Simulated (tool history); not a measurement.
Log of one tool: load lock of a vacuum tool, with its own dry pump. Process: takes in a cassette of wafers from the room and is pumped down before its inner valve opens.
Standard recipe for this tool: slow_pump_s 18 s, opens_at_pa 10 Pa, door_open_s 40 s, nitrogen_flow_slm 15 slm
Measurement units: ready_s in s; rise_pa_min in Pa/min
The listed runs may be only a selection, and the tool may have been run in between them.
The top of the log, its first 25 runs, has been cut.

| run | hour | slow_pump_s | opens_at_pa | door_open_s | nitrogen_flow_slm | hours that the pump has run since its overhaul | times that the door has closed on its seal | incoming humidity of the room's air, % | ready_s | rise_pa_min |
|---|---|---|---|---|---|---|---|---|---|---|
| 26 | 3750.8 | 18 | 12 | 68 | 33 | 4853 | 35064 | 47.2 | 33.4 | 0.035 |
| 27 | 3929.6 | 18 | 19 | 61 | 18 | 5031 | 35471 | 42.9 | 32.3 | 0.031 |
| 28 | 4029.8 | 16 | 15 | 40 | 15 | 5132 | 35699 | 40.5 | 31.6 | 0.033 |
| 29 | 4193.3 | 35 | 9 | 200 | 15 | 5295 | 36071 | 45.6 | 46.2 | 0.083 |
| 30 | 4356.7 | 35 | 9 | 35 | 7 | 5459 | 36443 | 45.6 | 46.4 | 0.042 |
| 31 | 4486.7 | 18 | 11 | 40 | 32 | 5589 | 36739 | 42.4 | 33.4 | 0.025 |
| 32 | 4648.6 | 18 | 11 | 40 | 32 | 5750 | 37107 | 43.2 | 33.1 | 0.025 |
| 33 | 4784.7 | 18 | 15 | 174 | 7 | 5887 | 37417 | 50.3 | 32.6 | 0.103 |
| 34 | 4929.6 | 33 | 17 | 49 | 8 | 6031 | 37747 | 41.9 | 42.8 | 0.044 |
| 35 | 5074.2 | 29 | 19 | 40 | 15 | 6176 | 38076 | 43.4 | 40.2 | 0.036 |
| 36 | 5243.3 | 13 | 10 | 204 | 22 | 6345 | 38461 | 43.6 | 29.9 | 0.07 |

Predict each of these 4 candidate next runs independently; none follows another, all start after run 36:
| A | 5440.7 | 13 | 10 | 204 | 24 | 6543 | 38910 | 46.2 | ? | ? |
| B | 5440.7 | 13 | 10 | 204 | 27 | 6543 | 38910 | 43.9 | ? | ? |
| C | 5440.7 | 15 | 10 | 204 | 22 | 6543 | 38910 | 43.5 | ? | ? |
| D | 5440.7 | 22 | 20 | 40 | 15 | 6543 | 38910 | 43.9 | ? | ? |

| run | ready_s | rise_pa_min |
|---|---|---|
| A | 29.9 | 0.08 |
| B | 30.2 | 0.064 |
| C | 31.5 | 0.072 |
| D | 34.7 | 0.035 |
The same runs, with their run-to-run variation unchanged, on a tool lacking any hidden condition would have given:
| run | ready_s | rise_pa_min |
|---|---|---|
| A | 29.9 | 0.08 |
| B | 30.2 | 0.064 |
| C | 31.5 | 0.072 |
| D | 34.7 | 0.034 |
